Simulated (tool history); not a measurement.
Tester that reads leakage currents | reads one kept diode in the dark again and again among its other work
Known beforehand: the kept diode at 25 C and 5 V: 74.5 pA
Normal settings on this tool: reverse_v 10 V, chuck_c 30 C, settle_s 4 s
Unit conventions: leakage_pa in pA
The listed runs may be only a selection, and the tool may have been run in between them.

Run 1, hour 0: usual settings. Result: leakage_pa 158.53 pA.
Run 2, hour 57.4: usual settings but settle_s 1.99 s. Result: leakage_pa 159.18 pA.
Run 3, hour 97.5: usual settings but chuck_c 48 C. Result: leakage_pa 543.92 pA.
Run 4, hour 132.3: usual settings. Result: leakage_pa 160.04 pA.
At hour 172.5: probe card cleaned and baked.
Run 5, hour 174.6: usual settings. Result: leakage_pa 155.29 pA.
Run 6, hour 218.5: usual settings. Result: leakage_pa 156.01 pA.
Run 7, hour 251.6: usual settings. Result: leakage_pa 155.81 pA.
Run 8, hour 281.6: usual settings. Result: leakage_pa 155.78 pA.
Run 9, hour 311.3: usual settings. Result: leakage_pa 156.49 pA.
Run 10, hour 368.5: usual settings. Result: leakage_pa 155.73 pA.
Run 11, hour 419: usual settings. Result: leakage_pa 156.86 pA.
Run 12, hour 454.8: usual settings but chuck_c 38 C. Result: leakage_pa 277.57 pA.
Run 13, hour 481.6: usual settings. Result: leakage_pa 156.92 pA.
Run 14, hour 512.8: usual settings. Result: leakage_pa 157.04 pA.
Run 15, hour 566.5: usual settings. Result: leakage_pa 158.05 pA.
Run 16, hour 610.9: usual settings. Result: leakage_pa 157.09 pA.
At hour 618: tester calibrated.
Run 17, hour 641.7: usual settings. Result: leakage_pa 158.76 pA.
Run 18, hour 675.4: usual settings. Result: leakage_pa 158.59 pA.
Run 19, hour 722.9: usual settings. Result: leakage_pa 159.01 pA.
Run 20, hour 774.2: usual settings. Result: leakage_pa 158.47 pA.
Run 21, hour 803.8: usual settings but reverse_v 4.2 V, chuck_c 56 C, settle_s 2.46 s. Result: leakage_pa 608.67 pA.
Run 22, hour 854.6: usual settings but reverse_v 4.4 V, chuck_c 42 C. Result: leakage_pa 252.6 pA.
Run 23, hour 903.5: usual settings but settle_s 1.58 s. Result: leakage_pa 160.97 pA.
At hour 958: tester calibrated, once more.
Run 24, hour 961.8: usual settings but settle_s 1.58 s. Result: leakage_pa 159.64 pA.
Run 25, hour 1002.3: usual settings but settle_s 1.58 s. Result: leakage_pa 159.89 pA.
Run 26, hour 1053.2: usual settings but settle_s 1.58 s. Result: leakage_pa 160.26 pA.
Run 27, hour 1111.1: usual settings but settle_s 1.58 s. Result: leakage_pa 160.53 pA.
Run 28, hour 1155.2: usual settings but settle_s 1.58 s. Result: leakage_pa 160.67 pA.
Run 29, hour 1184: usual settings but chuck_c 50 C, settle_s 3.36 s. Result: leakage_pa 629.8 pA.
Run 30, hour 1213.9: usual settings but chuck_c 50 C, settle_s 0.94 s. Result: leakage_pa 631.82 pA.
Run 31, hour 1267.6: usual settings but reverse_v 1.5 V, chuck_c 50 C, settle_s 8.43 s. Result: leakage_pa 258.63 pA.
Run 32, hour 1301: usual settings but reverse_v 2.5 V, chuck_c 41 C, settle_s 3.76 s. Result: leakage_pa 180.23 pA.
Run 33, hour 1326.8: usual settings but reverse_v 2.5 V, chuck_c 35 C, settle_s 3.76 s. Result: leakage_pa 120.06 pA.
Run 34, hour 1354.5: usual settings but reverse_v 4.9 V, chuck_c 37 C, settle_s 3.76 s. Result: leakage_pa 189.87 pA.
Run 35, hour 1388.8: usual settings but reverse_v 5.3 V. Result: leakage_pa 119.12 pA.
Run 36, hour 1443.8: usual settings but reverse_v 2.7 V. Result: leakage_pa 87.29 pA.
Run 37, hour 1469.5: usual settings but reverse_v 1.4 V, chuck_c 33 C, settle_s 1.48 s. Result: leakage_pa 79.54 pA.
Run 38, hour 1521.7: usual settings but reverse_v 1.4 V, chuck_c 33 C, settle_s 1.48 s. Result: leakage_pa 79.24 pA.
Run 39, hour 1556.6: usual settings but reverse_v 14.5 V, chuck_c 29 C, settle_s 4.98 s. Result: leakage_pa 179.66 pA.

For some of the steps in leakage_pa from one run to the next: how much would appear even if the tool had no hidden state, given the settings, what came in and random variation, and how much remains for the hidden state plus any gauge scatter that the measured result and the result without hidden state don't share?
Hidden state present: stray current of the dirty probe card, pA a volt; current scale over the true one, %; true chuck temperature over the reading, C; drift of the gauge itself on leakage_pa, %.
Run 2 -> 3: chuck_c 30 -> 48, settle_s 1.99 -> 4. leakage_pa +384.74 pA: hidden state +10.82, all else +373.92.
Run 20 -> 21: reverse_v 10 -> 4.2, chuck_c 30 -> 56, settle_s 4 -> 2.46. leakage_pa +450.2 pA: hidden state +18.28, all else +431.92.
Run 28 -> 29: chuck_c 30 -> 50, settle_s 1.58 -> 3.36. leakage_pa +469.13 pA: hidden state +20.95, all else +448.18.
Run 30 -> 31: reverse_v 10 -> 1.5, settle_s 0.94 -> 8.43. leakage_pa -373.19 pA: hidden state -18.08, all else -355.11.
